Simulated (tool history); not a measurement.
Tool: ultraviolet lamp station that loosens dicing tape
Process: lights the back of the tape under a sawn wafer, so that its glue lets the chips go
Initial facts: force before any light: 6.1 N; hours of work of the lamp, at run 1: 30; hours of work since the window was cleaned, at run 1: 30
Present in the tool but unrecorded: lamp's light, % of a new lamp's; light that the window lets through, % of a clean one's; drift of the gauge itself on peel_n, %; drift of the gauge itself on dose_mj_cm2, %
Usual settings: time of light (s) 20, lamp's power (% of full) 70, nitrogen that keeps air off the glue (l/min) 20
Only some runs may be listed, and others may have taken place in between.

run,hour,time of light (s),lamp's power (% of full),nitrogen that keeps air off the glue (l/min),hours of work of the lamp,hours of work since the window was cleaned,force that peels the tape off (N),light that reached the tape (mJ/cm²)
1,0.0,20,70,20,30,30,0.465,245
2,15.8,20,70,20,39,39,0.489,242
3,31.1,20,70,20,47,47,0.471,243
4,40.6,20,70,20,53,53,0.478,244
5,48.3,20,70,9,57,57,0.911,240
6,64.6,20,70,20,67,67,0.500,238
7,79.5,20,70,20,75,75,0.493,240
8,93.6,20,70,20,83,83,0.496,239
9,102.0,20,99,20,88,88,0.220,332
10,115.0,20,99,20,96,96,0.236,332
11,125.8,20,99,20,102,102,0.245,333
12,139.2,20,99,20,109,109,0.244,327
13,151.9,20,99,20,117,117,0.244,330
14,167.7,31,70,20,126,126,0.197,361
15,182.2,31,70,20,134,134,0.200,358
16,192.4,20,70,20,140,140,0.547,227
17,205.8,20,100,20,148,148,0.256,324
18,218.0,20,100,20,155,155,0.243,326
19,232.0,20,100,20,163,163,0.257,322
20,243.3,20,70,20,169,169,0.544,226
21,250.5,20,69,20,173,173,0.585,222
22,265.4,20,69,20,182,182,0.573,219
# hour 267.4: window cleaned of glue's vapour
23,277.6,16,91,11,189,6,0.846,225
24,286.4,13,79,20,194,11,1.110,156
25,302.3,35,61,15,203,20,0.309,328
26,311.5,35,61,15,208,25,0.322,333
27,325.5,19,97,29,216,33,0.266,281
# hour 337.5: window cleaned of glue's vapour, once more
28,340.8,20,73,28,224,2,0.388,235
29,353.4,20,73,28,232,9,0.409,234
30,367.3,20,82,30,240,17,0.297,264
31,376.2,13,70,33,245,22,0.960,143
32,388.1,13,70,15,252,29,1.449,143
33,398.6,20,70,6,258,35,1.280,221
34,408.7,20,99,6,263,41,0.740,315
35,417.0,22,63,39,268,46,0.392,219
36,424.2,20,77,6,272,50,1.143,247
37,440.7,20,61,9,282,59,1.295,187
38,450.6,25,72,14,287,65,0.460,276
39,464.5,14,96,10,295,73,1.078,205
40,477.8,15,61,21,303,80,1.242,138
41,489.5,15,61,21,310,87,1.320,137
42,499.0,20,70,10,315,93,1.029,215
43,512.2,20,78,37,323,100,0.317,237
44,519.9,20,70,20,327,105,0.643,210

What differs in the tool's unlogged condition from the final listed run ahead of each entry between runs to the first listed run following it?
Run 22 -> run 23: window cleaned of glue's vapour (hour 267.4)
  lamp's light, % of a new lamp's: 91.6 -> 91.4; light that the window lets through, % of a clean one's: 96.8 -> 94.7
  what was measured, less what the result would be without the hidden state, force that peels the tape off (N): +0.132 -> +0.206; light that reached the tape (mJ/cm²): -28 -> -35
Run 27 -> run 28: window cleaned of glue's vapour, once more (hour 337.5)
  lamp's light, % of a new lamp's: 90.2 -> 89.8; light that the window lets through, % of a clean one's: 94.3 -> 99.9
  what was measured, less what the result would be without the hidden state, force that peels the tape off (N): +0.078 -> +0.084; light that reached the tape (mJ/cm²): -49 -> -27

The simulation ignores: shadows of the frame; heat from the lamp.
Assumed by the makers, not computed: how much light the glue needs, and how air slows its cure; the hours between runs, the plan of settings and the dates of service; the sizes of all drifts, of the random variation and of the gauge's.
